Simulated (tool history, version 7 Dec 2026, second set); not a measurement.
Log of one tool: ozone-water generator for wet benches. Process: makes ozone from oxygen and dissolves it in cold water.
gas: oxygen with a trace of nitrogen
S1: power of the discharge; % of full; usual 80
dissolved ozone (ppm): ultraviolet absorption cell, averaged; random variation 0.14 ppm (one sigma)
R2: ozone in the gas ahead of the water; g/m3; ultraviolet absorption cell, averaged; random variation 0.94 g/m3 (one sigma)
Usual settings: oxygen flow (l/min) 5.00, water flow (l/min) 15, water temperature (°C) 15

run 1 hour=0.0 | S1=80 oxygen_flow_(l/min)=5.00 water_flow_(l/min)=15 water_temperature_(°C)=15 | dissolved_ozone_(ppm)=15.5 R2=158.3
run 2 hour=63.3 | S1=80 oxygen_flow_(l/min)=5.00 water_flow_(l/min)=15 water_temperature_(°C)=15 | dissolved_ozone_(ppm)=15.4 R2=156.6
run 3 hour=134.4 | S1=80 oxygen_flow_(l/min)=5.00 water_flow_(l/min)=15 water_temperature_(°C)=15 | dissolved_ozone_(ppm)=15.1 R2=158.4
run 4 hour=199.3 | S1=80 oxygen_flow_(l/min)=5.00 water_flow_(l/min)=15 water_temperature_(°C)=15 | dissolved_ozone_(ppm)=15.2 R2=157.7
run 5 hour=259.3 | S1=80 oxygen_flow_(l/min)=5.00 water_flow_(l/min)=15 water_temperature_(°C)=15 | dissolved_ozone_(ppm)=15.3 R2=157.6
run 6 hour=323.9 | S1=80 oxygen_flow_(l/min)=5.00 water_flow_(l/min)=15 water_temperature_(°C)=15 | dissolved_ozone_(ppm)=15.3 R2=158.0
run 7 hour=389.6 | S1=80 oxygen_flow_(l/min)=5.00 water_flow_(l/min)=15 water_temperature_(°C)=15 | dissolved_ozone_(ppm)=15.4 R2=158.5
run 8 hour=443.9 | S1=80 oxygen_flow_(l/min)=5.00 water_flow_(l/min)=15 water_temperature_(°C)=15 | dissolved_ozone_(ppm)=15.0 R2=158.5
-- hour=453.3 water thermometer calibrated
run 9 hour=480.9 | S1=80 oxygen_flow_(l/min)=5.00 water_flow_(l/min)=21 water_temperature_(°C)=15 | dissolved_ozone_(ppm)=10.5 R2=158.1
run 10 hour=534.0 | S1=80 oxygen_flow_(l/min)=5.00 water_flow_(l/min)=21 water_temperature_(°C)=15 | dissolved_ozone_(ppm)=10.4 R2=157.9
run 11 hour=584.7 | S1=80 oxygen_flow_(l/min)=5.00 water_flow_(l/min)=21 water_temperature_(°C)=15 | dissolved_ozone_(ppm)=10.4 R2=156.2
run 12 hour=656.8 | S1=80 oxygen_flow_(l/min)=5.00 water_flow_(l/min)=21 water_temperature_(°C)=15 | dissolved_ozone_(ppm)=10.4 R2=155.1
run 13 hour=725.6 | S1=82 oxygen_flow_(l/min)=5.00 water_flow_(l/min)=21 water_temperature_(°C)=8 | dissolved_ozone_(ppm)=11.9 R2=159.3
-- hour=747.8 water thermometer calibrated, once more
run 14 hour=798.1 | S1=80 oxygen_flow_(l/min)=3.14 water_flow_(l/min)=15 water_temperature_(°C)=7 | dissolved_ozone_(ppm)=14.8 R2=182.7
run 15 hour=858.6 | S1=80 oxygen_flow_(l/min)=3.14 water_flow_(l/min)=15 water_temperature_(°C)=7 | dissolved_ozone_(ppm)=14.8 R2=183.3
run 16 hour=932.3 | S1=66 oxygen_flow_(l/min)=5.00 water_flow_(l/min)=15 water_temperature_(°C)=16 | dissolved_ozone_(ppm)=13.3 R2=140.0
run 17 hour=1004.8 | S1=46 oxygen_flow_(l/min)=5.00 water_flow_(l/min)=15 water_temperature_(°C)=22 | dissolved_ozone_(ppm)=9.8 R2=114.1
run 18 hour=1062.8 | S1=83 oxygen_flow_(l/min)=2.53 water_flow_(l/min)=14 water_temperature_(°C)=11 | dissolved_ozone_(ppm)=14.4 R2=201.3
run 19 hour=1110.8 | S1=83 oxygen_flow_(l/min)=2.53 water_flow_(l/min)=14 water_temperature_(°C)=10 | dissolved_ozone_(ppm)=14.3 R2=200.7
run 20 hour=1178.2 | S1=53 oxygen_flow_(l/min)=2.53 water_flow_(l/min)=19 water_temperature_(°C)=10 | dissolved_ozone_(ppm)=7.9 R2=156.6
run 21 hour=1232.8 | S1=89 oxygen_flow_(l/min)=3.62 water_flow_(l/min)=10 water_temperature_(°C)=10 | dissolved_ozone_(ppm)=23.7 R2=184.6
run 22 hour=1267.9 | S1=52 oxygen_flow_(l/min)=3.62 water_flow_(l/min)=10 water_temperature_(°C)=10 | dissolved_ozone_(ppm)=17.3 R2=135.0
run 23 hour=1303.5 | S1=52 oxygen_flow_(l/min)=3.62 water_flow_(l/min)=10 water_temperature_(°C)=10 | dissolved_ozone_(ppm)=17.5 R2=136.9

3 ways to go on from here, each from the tool as it stands after run 23. What would each give?
run A hour=1374.7 | S1=56 oxygen_flow_(l/min)=5.00 water_flow_(l/min)=12 water_temperature_(°C)=14 | dissolved_ozone_(ppm)=? R2=?
run B hour=1374.7 | S1=87 oxygen_flow_(l/min)=3.11 water_flow_(l/min)=15 water_temperature_(°C)=9 | dissolved_ozone_(ppm)=? R2=?
run C hour=1374.7 | S1=84 oxygen_flow_(l/min)=6.33 water_flow_(l/min)=10 water_temperature_(°C)=15 | dissolved_ozone_(ppm)=? R2=?

run=A dissolved_ozone_(ppm)=15.1 R2=128.7
run=B dissolved_ozone_(ppm)=14.9 R2=190.9
run=C dissolved_ozone_(ppm)=22.2 R2=149.1
Without the tool's hidden state the same runs would have given:
run=A dissolved_ozone_(ppm)=16.1 R2=131.9
run=B dissolved_ozone_(ppm)=16.0 R2=196.9
run=C dissolved_ozone_(ppm)=23.7 R2=153.7
